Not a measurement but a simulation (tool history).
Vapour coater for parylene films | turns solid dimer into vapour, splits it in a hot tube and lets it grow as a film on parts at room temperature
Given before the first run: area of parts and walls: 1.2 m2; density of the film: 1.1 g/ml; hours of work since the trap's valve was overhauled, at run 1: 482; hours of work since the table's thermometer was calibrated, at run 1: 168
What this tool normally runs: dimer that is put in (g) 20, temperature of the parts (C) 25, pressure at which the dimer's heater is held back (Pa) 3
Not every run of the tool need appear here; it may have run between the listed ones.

| run | hour | dimer that is put in (g) | temperature of the parts (C) | pressure at which the dimer's heater is held back (Pa) | hours of work since the trap's valve was overhauled | hours of work since the table's thermometer was calibrated | thickness of the film (µm) |
|---|---|---|---|---|---|---|---|
| 1 | 0 | 20 | 25 | 3 | 482 | 168 | 10.69 |
| 2 | 14.4 | 20 | 25 | 3.4 | 491 | 178 | 10.52 |
| 3 | 27.9 | 20 | 25 | 3 | 500 | 187 | 10.67 |
| 4 | 42.1 | 20 | 25 | 3 | 509 | 196 | 10.66 |
| 5 | 49.7 | 20 | 25 | 3 | 514 | 201 | 10.68 |
| 6 | 63.3 | 20 | 25 | 9.87 | 523 | 210 | 9.02 |
| 7 | 78.8 | 20 | 25 | 9.87 | 534 | 220 | 9 |
| 8 | 91 | 20 | 25 | 9.87 | 542 | 228 | 8.99 |
| 9 | 97.6 | 20 | 25 | 9.87 | 546 | 233 | 9.01 |
| 10 | 108.8 | 20 | 25 | 9.87 | 553 | 240 | 9.01 |
| 11 | 117.2 | 20 | 23 | 9.87 | 559 | 246 | 9.28 |
| 12 | 126.2 | 20 | 23 | 9.87 | 565 | 251 | 9.28 |
|  | 139.9 | trap's valve overhauled |
| 13 | 145 | 10 | 25 | 3 | 3 | 261 | 5.11 |
| 14 | 153.3 | 20 | 25 | 9.45 | 9 | 267 | 8.68 |
| 15 | 161.2 | 20 | 25 | 9.45 | 14 | 272 | 8.68 |
| 16 | 168.6 | 20 | 25 | 9.45 | 19 | 277 | 8.64 |
| 17 | 180.7 | 20 | 25 | 9.45 | 27 | 285 | 8.66 |
| 18 | 194.9 | 20 | 25 | 9.45 | 36 | 294 | 8.64 |
|  | 200.2 | trap's valve overhauled, once more |
| 19 | 205.4 | 20 | 25 | 9.45 | 3 | 298 | 9.6 |
| 20 | 216.8 | 20 | 25 | 9.45 | 11 | 306 | 9.66 |
| 21 | 226.2 | 20 | 25 | 9.45 | 17 | 312 | 9.6 |
| 22 | 237 | 20 | 25 | 3 | 24 | 319 | 11.33 |
| 23 | 246.4 | 20 | 29 | 3.61 | 30 | 326 | 10.24 |
| 24 | 259.3 | 20 | 28 | 3.61 | 39 | 334 | 10.47 |
| 25 | 274.5 | 20 | 28 | 2.8 | 49 | 344 | 10.83 |
| 26 | 281.8 | 18 | 28 | 10.15 | 54 | 349 | 8.06 |
| 27 | 294.4 | 18 | 28 | 10.15 | 62 | 357 | 8.09 |
| 28 | 302.6 | 18 | 28 | 2.87 | 68 | 363 | 9.74 |
| 29 | 313.9 | 9 | 17 | 6.46 | 75 | 370 | 5.28 |
| 30 | 328.1 | 13 | 25 | 3 | 84 | 379 | 7.31 |
| 31 | 338.4 | 13 | 25 | 3 | 91 | 386 | 7.34 |
| 32 | 348.4 | 32 | 34 | 2.36 | 98 | 393 | 15.78 |
| 33 | 357.4 | 16 | 34 | 5.61 | 104 | 399 | 6.98 |
| 34 | 366.9 | 10 | 24 | 3.13 | 110 | 405 | 5.67 |
| 35 | 381.8 | 10 | 24 | 5.73 | 120 | 415 | 5.24 |
| 36 | 395.8 | 8 | 32 | 5.73 | 129 | 424 | 3.61 |
| 37 | 404.9 | 20 | 23 | 4.27 | 135 | 430 | 11.05 |
| 38 | 417.9 | 20 | 25 | 4.09 | 144 | 439 | 10.68 |
| 39 | 427 | 20 | 20 | 3 | 150 | 445 | 12.25 |
| 40 | 434.6 | 9 | 20 | 5.77 | 155 | 450 | 5.04 |
| 41 | 444.3 | 9 | 20 | 5.77 | 161 | 456 | 5.01 |
| 42 | 451.1 | 9 | 20 | 5.77 | 166 | 461 | 5.02 |
| 43 | 460.2 | 35 | 19 | 2.64 | 172 | 467 | 22.28 |

What if the next run were any one of these 3? Each begins from the tool's condition after run 43:
| A | 469.5 | 20 | 36 | 4.01 | 178 | 473 | ? |
| B | 469.5 | 32 | 25 | 3 | 178 | 473 | ? |
| C | 469.5 | 11 | 28 | 5.45 | 178 | 473 | ? |

| run | thickness of the film (µm) |
|---|---|
| A | 8.77 |
| B | 17.93 |
| C | 5.34 |
Without the tool's unlogged condition, the same runs would have read:
| run | thickness of the film (µm) |
|---|---|
| A | 8.86 |
| B | 18.12 |
| C | 5.4 |
